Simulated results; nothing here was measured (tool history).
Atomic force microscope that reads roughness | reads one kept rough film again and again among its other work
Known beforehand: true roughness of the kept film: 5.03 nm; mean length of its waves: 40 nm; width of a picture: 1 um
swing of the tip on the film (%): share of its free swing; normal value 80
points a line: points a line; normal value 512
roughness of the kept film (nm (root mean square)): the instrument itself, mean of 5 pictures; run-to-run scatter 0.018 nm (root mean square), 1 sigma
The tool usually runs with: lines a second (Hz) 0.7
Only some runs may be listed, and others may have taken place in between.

run	day	lines a second (Hz)	swing of the tip on the film (%)	points a line	roughness of the kept film (nm (root mean square))
1	0	0.7	80	512	3.846
# day 0.558: new tip fitted
# day 2.267: new tip fitted
2	2.646	0.7	80	512	4.174
# day 3.779: new tip fitted
3	4.704	2.355	80	512	3.372
# day 5.321: new tip fitted
4	6.688	2.355	80	512	3.295
# day 6.975: new tip fitted
# day 8.633: new tip fitted
5	9.429	2.355	80	512	3.465
# day 10.183: new tip fitted
# day 10.225: height scale calibrated on a step standard
# day 11.979: new tip fitted
6	12.358	3.905	80	512	3.402
# day 13.571: new tip fitted
7	14.488	3.905	80	512	3.106
# day 15.167: new tip fitted
# day 16.7: new tip fitted
8	17.333	3.905	80	512	3.217
# day 18.383: new tip fitted
# day 20.054: new tip fitted
9	20.496	3.905	80	512	3.27
# day 21.758: new tip fitted
10	22.542	3.905	80	512	3.183
# day 23.471: new tip fitted
11	24.088	0.7	80	512	4.049
# day 25.175: new tip fitted
12	26.2	0.7	80	512	3.814
# day 26.733: new tip fitted
13	28	0.875	80	512	3.681
# day 28.283: new tip fitted
# day 29.938: new tip fitted
14	30.671	0.875	80	512	4.001
# day 31.567: new tip fitted
# day 33.083: new tip fitted
15	33.617	0.875	80	512	4.042
# day 34.717: new tip fitted
# day 36.262: new tip fitted
16	36.4	0.875	80	512	4.268
# day 37.967: new tip fitted
17	39.354	0.7	80	315	3.673
# day 39.617: new tip fitted
# day 41.158: new tip fitted
18	41.158	0.7	80	315	4.438
# day 42.708: new tip fitted
19	43.579	0.7	80	315	3.905
# day 44.262: new tip fitted
# day 45.908: new tip fitted
20	46.717	0.7	80	315	3.927
# day 47.542: new tip fitted
# day 49.167: new tip fitted
21	49.308	0.7	58	512	4.534
# day 50.708: new tip fitted
22	50.983	0.7	80	512	4.261
# day 52.262: new tip fitted
23	53.588	0.7	80	512	3.668
# day 54.038: new tip fitted
# day 55.725: new tip fitted
24	55.867	0.7	80	512	4.334
# day 57.279: new tip fitted
25	58.333	0.7	80	535	3.872
# day 58.875: new tip fitted
# day 60.392: new tip fitted
26	61.533	2.862	90	535	2.921
# day 61.971: new tip fitted
27	63.112	2.862	90	535	2.934
# day 63.588: new tip fitted
28	64.717	2.862	90	535	2.879
# day 65.25: new tip fitted
29	66.617	1.029	73	893	3.733
# day 66.858: new tip fitted
30	67.988	2.639	73	280	3.436
# day 68.512: new tip fitted
31	69.6	0.566	84	399	3.788
# day 70.15: new tip fitted
# day 71.917: new tip fitted
32	72.742	0.919	80	512	3.856
# day 73.554: new tip fitted
# day 75.25: new tip fitted
33	75.938	1.203	88	622	3.707
# day 76.925: new tip fitted
34	77.288	0.696	82	269	4.135
# day 78.438: new tip fitted
35	79.9	0.696	82	269	3.618
# day 80.088: new tip fitted
# day 81.725: new tip fitted
36	81.725	0.7	80	301	4.377
# day 83.262: new tip fitted
37	83.388	0.649	80	564	4.338
# day 84.779: new tip fitted
38	85.142	1.291	80	293	3.992
# day 86.496: new tip fitted
39	87.296	3.809	62	720	3.752
# day 88.054: new tip fitted
# day 89.733: new tip fitted
40	90.462	3.809	62	720	3.701
# day 91.271: new tip fitted
41	92.121	3.809	62	720	3.687
# day 93.004: new tip fitted
# day 94.633: new tip fitted
42	94.721	2.306	67	628	4.208
# day 96.308: new tip fitted
43	96.958	0.8	80	379	3.927
# day 97.912: new tip fitted
44	98.883	0.7	80	775	3.823
# day 99.688: new tip fitted
45	100.679	2.92	77	319	3.372
# day 101.45: new tip fitted
# day 103.238: new tip fitted
46	103.621	2.92	77	636	3.608
# day 104.75: new tip fitted
47	106.104	1.38	70	299	3.686

3 ways to go on from here, each from the tool as it stands after run 47. What would each give?
# day 106.321: new tip fitted
# day 108.096: new tip fitted
A	108.304	0.627	59	561	?
# day 106.321: new tip fitted
# day 108.096: new tip fitted
B	108.304	2.827	77	395	?
# day 106.321: new tip fitted
# day 108.096: new tip fitted
C	108.304	1.799	85	299	?

run	roughness of the kept film (nm (root mean square))
A	4.462
B	3.775
C	3.785
Without the tool's hidden state the same runs would have given:
run	roughness of the kept film (nm (root mean square))
A	4.641
B	3.927
C	3.937

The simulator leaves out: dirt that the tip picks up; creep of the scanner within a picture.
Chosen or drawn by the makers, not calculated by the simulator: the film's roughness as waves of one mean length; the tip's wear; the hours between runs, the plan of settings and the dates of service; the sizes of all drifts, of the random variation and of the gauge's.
